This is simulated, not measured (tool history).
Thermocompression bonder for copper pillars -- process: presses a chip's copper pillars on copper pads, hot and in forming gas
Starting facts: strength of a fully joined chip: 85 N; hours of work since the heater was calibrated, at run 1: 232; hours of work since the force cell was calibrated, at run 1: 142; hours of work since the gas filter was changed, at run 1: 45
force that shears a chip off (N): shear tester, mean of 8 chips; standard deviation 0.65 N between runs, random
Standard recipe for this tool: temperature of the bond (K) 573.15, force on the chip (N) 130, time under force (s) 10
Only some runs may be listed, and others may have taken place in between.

| run | hour | temperature of the bond (K) | force on the chip (N) | time under force (s) | hours of work since the heater was calibrated | hours of work since the force cell was calibrated | hours of work since the gas filter was changed | force that shears a chip off (N) |
|---|---|---|---|---|---|---|---|---|
| 1 | 0 | 573.15 | 130 | 10 | 232 | 142 | 45 | 38.9 |
| 2 | 18.3 | 573.15 | 130 | 10 | 242 | 152 | 55 | 40.6 |
| 3 | 28 | 573.15 | 130 | 10 | 248 | 158 | 61 | 39 |
| 4 | 47.8 | 573.15 | 130 | 10 | 259 | 169 | 72 | 38.9 |
| 5 | 58 | 573.15 | 130 | 25 | 264 | 175 | 78 | 52 |
| 6 | 76.2 | 573.15 | 108 | 25 | 275 | 185 | 88 | 44.7 |
| 7 | 96.8 | 573.15 | 108 | 9 | 286 | 196 | 99 | 31 |
| 8 | 118 | 573.15 | 108 | 9 | 298 | 208 | 111 | 30.5 |
|  | 132.2 | forming gas filter changed |
| 9 | 140.1 | 573.15 | 130 | 10 | 310 | 220 | 4 | 41.5 |
| 10 | 155.3 | 573.15 | 130 | 10 | 319 | 229 | 13 | 42.3 |
| 11 | 177.7 | 573.15 | 130 | 10 | 332 | 242 | 26 | 40.5 |
| 12 | 201.2 | 573.15 | 79 | 10 | 345 | 255 | 39 | 26.8 |
| 13 | 219.1 | 573.15 | 79 | 10 | 355 | 265 | 49 | 25.1 |
| 14 | 231.6 | 573.15 | 164 | 6 | 362 | 272 | 56 | 40.3 |
| 15 | 245.2 | 550.15 | 175 | 5 | 370 | 280 | 64 | 27.2 |
| 16 | 268.8 | 573.15 | 175 | 6 | 383 | 293 | 77 | 40.1 |
| 17 | 288.7 | 573.15 | 175 | 5 | 394 | 304 | 88 | 38.3 |
| 18 | 307.1 | 572.15 | 175 | 5 | 404 | 315 | 98 | 38.1 |
| 19 | 325.1 | 572.15 | 97 | 22 | 415 | 325 | 109 | 39.3 |
|  | 342.9 | forming gas filter changed |
| 20 | 348.3 | 572.15 | 97 | 22 | 427 | 337 | 3 | 42.8 |
| 21 | 361.6 | 544.15 | 130 | 10 | 435 | 345 | 11 | 26.4 |
| 22 | 379.4 | 597.15 | 92 | 29 | 445 | 355 | 21 | 59.6 |
| 23 | 398.6 | 597.15 | 177 | 17 | 456 | 366 | 31 | 70.4 |
| 24 | 420.9 | 597.15 | 177 | 9 | 468 | 378 | 44 | 62.5 |
| 25 | 431.1 | 590.15 | 108 | 13 | 474 | 384 | 50 | 46.9 |
| 26 | 446 | 559.15 | 130 | 17 | 482 | 392 | 58 | 39.7 |

Each row is a separate what-if for the run after 26, all from the same tool condition, not one after another. Results?
| A | 464.7 | 559.15 | 130 | 14 | 493 | 403 | 69 | ? |
| B | 464.7 | 565.15 | 130 | 10 | 493 | 403 | 69 | ? |
| C | 464.7 | 573.15 | 114 | 10 | 493 | 403 | 69 | ? |
| D | 464.7 | 551.15 | 130 | 13 | 493 | 403 | 69 | ? |

| run | force that shears a chip off (N) |
|---|---|
| A | 36.4 |
| B | 34 |
| C | 36 |
| D | 31 |
Had the tool no hidden state, the same runs would have come out as:
| run | force that shears a chip off (N) |
|---|---|
| A | 37.9 |
| B | 35.5 |
| C | 37.6 |
| D | 32.2 |
